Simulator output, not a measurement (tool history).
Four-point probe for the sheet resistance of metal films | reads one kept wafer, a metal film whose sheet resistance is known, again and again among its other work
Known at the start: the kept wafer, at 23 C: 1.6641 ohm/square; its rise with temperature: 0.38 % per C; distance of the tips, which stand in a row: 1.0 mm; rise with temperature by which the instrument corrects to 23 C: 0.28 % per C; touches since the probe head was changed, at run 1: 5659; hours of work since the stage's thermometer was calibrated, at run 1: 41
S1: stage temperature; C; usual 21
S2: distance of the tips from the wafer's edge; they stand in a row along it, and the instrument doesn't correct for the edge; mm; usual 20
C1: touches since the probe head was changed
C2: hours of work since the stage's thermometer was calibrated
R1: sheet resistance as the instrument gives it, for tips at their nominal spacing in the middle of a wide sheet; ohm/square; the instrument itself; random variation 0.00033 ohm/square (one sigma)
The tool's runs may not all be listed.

run 1 day=0.000 | S1=21 S2=20 | C1=5659 C2=41 | R1=1.660389
run 2 day=0.371 | S1=21 S2=20 | C1=5906 C2=48 | R1=1.660333
run 3 day=0.750 | S1=21 S2=20 | C1=6158 C2=54 | R1=1.660073
run 4 day=1.404 | S1=21 S2=20 | C1=6594 C2=66 | R1=1.659802
run 5 day=1.829 | S1=21 S2=20 | C1=6879 C2=74 | R1=1.660456
run 6 day=2.183 | S1=21 S2=4 | C1=7116 C2=80 | R1=1.712255
run 7 day=2.512 | S1=21 S2=4 | C1=7334 C2=86 | R1=1.712360
run 8 day=2.846 | S1=21 S2=4 | C1=7557 C2=92 | R1=1.711951
run 9 day=3.183 | S1=21 S2=4 | C1=7781 C2=98 | R1=1.711856
run 10 day=3.517 | S1=24 S2=20 | C1=8005 C2=104 | R1=1.665458
run 11 day=4.283 | S1=24 S2=49 | C1=8515 C2=118 | R1=1.662730
run 12 day=4.883 | S1=31 S2=5 | C1=8917 C2=128 | R1=1.710168
run 13 day=5.212 | S1=27 S2=10 | C1=9134 C2=134 | R1=1.677632
run 14 day=5.725 | S1=29 S2=5 | C1=9477 C2=143 | R1=1.707031
run 15 day=6.112 | S1=26 S2=31 | C1=9737 C2=150 | R1=1.667583
run 16 day=6.550 | S1=20 S2=13 | C1=10028 C2=158 | R1=1.661917
run 17 day=7.338 | S1=20 S2=13 | C1=10552 C2=172 | R1=1.661163

The same runs without the tool's hidden state, with the same run-to-run variation:
The hidden state here: inner tips' distance over the nominal, %; tips' flats over new ones', %; wafer's true temperature over the reading, C; drift of the gauge itself on sheet_ohm, %.
run=1 R1=1.662817
run=2 R1=1.662785
run=3 R1=1.662546
run=4 R1=1.662312
run=5 R1=1.662995
run=6 R1=1.714893
run=7 R1=1.715020
run=8 R1=1.714634
run=9 R1=1.714563
run=10 R1=1.668118
run=11 R1=1.665432
run=12 R1=1.712982
run=13 R1=1.680420
run=14 R1=1.709898
run=15 R1=1.670413
run=16 R1=1.664762
run=17 R1=1.664057
